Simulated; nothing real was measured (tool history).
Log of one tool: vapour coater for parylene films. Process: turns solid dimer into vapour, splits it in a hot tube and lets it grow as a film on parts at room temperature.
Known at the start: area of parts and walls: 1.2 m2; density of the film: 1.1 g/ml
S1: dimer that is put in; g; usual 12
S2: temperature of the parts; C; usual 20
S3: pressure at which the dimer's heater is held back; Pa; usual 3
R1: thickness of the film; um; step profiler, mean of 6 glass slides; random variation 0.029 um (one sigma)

run	hour	S1	S2	S3	R1
1	0	12	20	3	5.27
2	18.1	12	20	3	5.24
3	42.1	12	20	3	5.24
4	69.6	8	20	3	3.52
5	97.2	8	20	3	3.52
# hour 104.9: trap's valve overhauled
6	125.6	12	20	8.14	4.72
7	141.1	12	20	3	5.25
8	170.4	12	20	3	5.23
9	188.8	12	20	3	5.18
10	213.7	12	20	3	5.26
11	244.6	12	25	3	4.67
12	263.5	12	22	3	4.99
13	292.8	12	22	3	4.9
14	321.1	12	17	3	5.53
15	354.9	12	17	3	5.54
16	381	12	17	3	5.5
17	412.1	12	17	9.96	4.82
# hour 430.8: gauge calibrated
18	430.8	12	17	9.96	4.91
19	456.8	21	24	5.78	7.86
20	479.2	21	24	5.78	7.72
21	505.7	6	20	11.73	2.23
22	536.3	6	20	11.73	2.25
23	567.6	6	20	11.73	2.24
24	596	12	18	5.75	5.03
25	611.4	7	14	11.94	2.97
26	642	7	15	11.94	2.94
27	676	12	20	3.04	5.18
28	700.8	15	20	5.7	5.96
29	725.6	15	20	5.7	6
30	759.5	15	25	5.7	5.29
31	773.4	15	25	5.7	5.26
32	796.6	5	20	11.84	1.84
33	811.9	12	20	11.86	4.43
34	843.1	12	29	2.34	4.28
35	866.1	12	20	2.76	5.16
36	882.5	13	30	3.74	4.27

Forecast each of these 3 alternatives for the next run:
A	910.3	6	26	4.75	?
B	910.3	12	20	2.64	?
C	910.3	21	21	2.06	?

run	R1
A	2.09
B	5.13
C	9.12
Without the tool's hidden state the same runs would have given:
run	R1
A	2.16
B	5.31
C	9.44
